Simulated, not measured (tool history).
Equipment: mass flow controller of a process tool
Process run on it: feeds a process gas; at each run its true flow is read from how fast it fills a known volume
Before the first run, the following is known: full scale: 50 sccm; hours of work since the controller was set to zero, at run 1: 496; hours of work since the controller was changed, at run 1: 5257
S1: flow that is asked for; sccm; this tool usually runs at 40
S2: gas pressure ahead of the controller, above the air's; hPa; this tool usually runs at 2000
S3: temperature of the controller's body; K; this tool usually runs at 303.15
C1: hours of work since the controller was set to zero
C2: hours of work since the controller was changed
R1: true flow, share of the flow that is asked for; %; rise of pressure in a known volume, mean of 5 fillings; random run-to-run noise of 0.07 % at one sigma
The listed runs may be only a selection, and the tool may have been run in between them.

Run 1, hour 0: usual settings; C1 496; C2 5257. Result: R1 100 %.
Run 2, hour 330.5: usual settings; C1 625; C2 5386. Result: R1 99.96 %.
Run 3, hour 657.5: usual settings; C1 752; C2 5513. Result: R1 100.09 %.
Run 4, hour 890: usual settings; C1 843; C2 5604. Result: R1 100.11 %.
Run 5, hour 1248.4: usual settings; C1 983; C2 5744. Result: R1 100.04 %.
Run 6, hour 1402.1: usual settings but S1 43 sccm; C1 1043; C2 5804. Result: R1 100.09 %.
Run 7, hour 1587.6: usual settings; C1 1115; C2 5876. Result: R1 100.15 %.
Run 8, hour 1860.7: usual settings but S3 295.15 K; C1 1222; C2 5983. Result: R1 101.1 %.
Run 9, hour 2205.3: usual settings but S3 294.15 K; C1 1356; C2 6117. Result: R1 100.91 %.
Run 10, hour 2482: usual settings but S1 49 sccm, S3 294.15 K; C1 1464; C2 6225. Result: R1 101.31 %.
Run 11, hour 2836.1: usual settings but S2 2770 hPa; C1 1602; C2 6363. Result: R1 100.48 %.
Run 12, hour 3058.6: usual settings but S2 2770 hPa; C1 1689; C2 6450. Result: R1 100.39 %.
Run 13, hour 3367.5: usual settings but S2 2770 hPa; C1 1810; C2 6570. Result: R1 100.43 %.
Run 14, hour 3566.7: usual settings but S2 2770 hPa; C1 1887; C2 6648. Result: R1 100.44 %.
Run 15, hour 3813.6: usual settings but S1 15 sccm, S2 2770 hPa; C1 1984; C2 6744. Result: R1 99.42 %.
Run 16, hour 4001.9: usual settings; C1 2057; C2 6818. Result: R1 100.1 %.
Run 17, hour 4216: usual settings; C1 2141; C2 6901. Result: R1 100.06 %.
Run 18, hour 4568.4: usual settings; C1 2278; C2 7039. Result: R1 100.16 %.
Run 19, hour 4869: usual settings; C1 2395; C2 7156. Result: R1 100.21 %.
Run 20, hour 5230.5: usual settings; C1 2536; C2 7297. Result: R1 100.15 %.
Run 21, hour 5466.7: usual settings; C1 2628; C2 7389. Result: R1 100.2 %.
Run 22, hour 5827.9: usual settings but S1 7 sccm, S2 1640 hPa; C1 2769; C2 7530. Result: R1 97.57 %.
Run 23, hour 6123.3: usual settings but S1 11 sccm, S2 2380 hPa; C1 2884; C2 7645. Result: R1 98.58 %.
Run 24, hour 6362.6: usual settings but S3 305.15 K; C1 2978; C2 7739. Result: R1 100.05 %.
Run 25, hour 6729.8: usual settings but S1 42 sccm, S3 301.15 K; C1 3121; C2 7882. Result: R1 100.4 %.
Run 26, hour 7106.3: usual settings but S1 42 sccm, S3 301.15 K; C1 3268; C2 8029. Result: R1 100.5 %.
Run 27, hour 7475.6: usual settings but S1 42 sccm, S2 2060 hPa, S3 305.15 K; C1 3412; C2 8173. Result: R1 100.08 %.
Run 28, hour 7648: usual settings but S1 42 sccm, S2 2060 hPa, S3 305.15 K; C1 3479; C2 8240. Result: R1 100.15 %.
Run 29, hour 7851.4: usual settings but S1 42 sccm, S2 2060 hPa, S3 305.15 K; C1 3559; C2 8319. Result: R1 99.89 %.
Run 30, hour 8029.1: usual settings but S1 42 sccm, S2 2060 hPa, S3 305.15 K; C1 3628; C2 8389. Result: R1 100.23 %.
Run 31, hour 8314.7: usual settings but S1 42 sccm, S2 2060 hPa, S3 305.15 K; C1 3739; C2 8500. Result: R1 100.15 %.
Run 32, hour 8683.1: usual settings but S2 1440 hPa; C1 3883; C2 8644. Result: R1 99.91 %.
Run 33, hour 8876.3: usual settings but S1 11 sccm, S2 1450 hPa, S3 309.15 K; C1 3958; C2 8719. Result: R1 97.31 %.
Run 34, hour 9045: usual settings but S1 11 sccm, S2 1450 hPa, S3 309.15 K; C1 4024; C2 8785. Result: R1 97.33 %.
Run 35, hour 9403.3: usual settings but S1 7 sccm, S2 2110 hPa, S3 299.15 K; C1 4164; C2 8925. Result: R1 97.63 %.
Run 36, hour 9564.1: usual settings but S1 34 sccm, S2 1480 hPa, S3 307.15 K; C1 4227; C2 8987. Result: R1 99.32 %.
Run 37, hour 9793.2: usual settings but S3 301.15 K; C1 4316; C2 9077. Result: R1 100.55 %.
Run 38, hour 10075.7: usual settings but S2 1620 hPa, S3 297.15 K; C1 4426; C2 9187. Result: R1 100.67 %.
Run 39, hour 10268: usual settings but S2 1800 hPa; C1 4501; C2 9262. Result: R1 100.11 %.
Run 40, hour 10504: usual settings but S1 10 sccm; C1 4593; C2 9354. Result: R1 97.9 %.
At hour 10766.5: controller's zero set anew.
Run 41, hour 10771: usual settings but S1 10 sccm; C1 2; C2 9458. Result: R1 100 %.
Run 42, hour 11010.3: usual settings but S1 10 sccm; C1 95; C2 9551. Result: R1 99.84 %.

4 ways to go on from here, each from the tool as it stands after run 42. What would each give?
Run A, hour 11256.2: usual settings but S3 305.15 K; C1 191; C2 9647. Result: R1 ?.
Run B, hour 11256.2: usual settings but S1 36 sccm, S2 2510 hPa; C1 191; C2 9647. Result: R1 ?.
Run C, hour 11256.2: usual settings but S2 2790 hPa, S3 308.15 K; C1 191; C2 9647. Result: R1 ?.
Run D, hour 11256.2: usual settings but S1 19 sccm, S2 1980 hPa, S3 313.15 K; C1 191; C2 9647. Result: R1 ?.

run      R1
  A  100.64
  B  100.88
  C  100.66
  D   99.11
With no hidden state in the tool, these same runs would have given:
run     R1
  A  99.02
  B  99.27
  C  99.04
  D  97.57
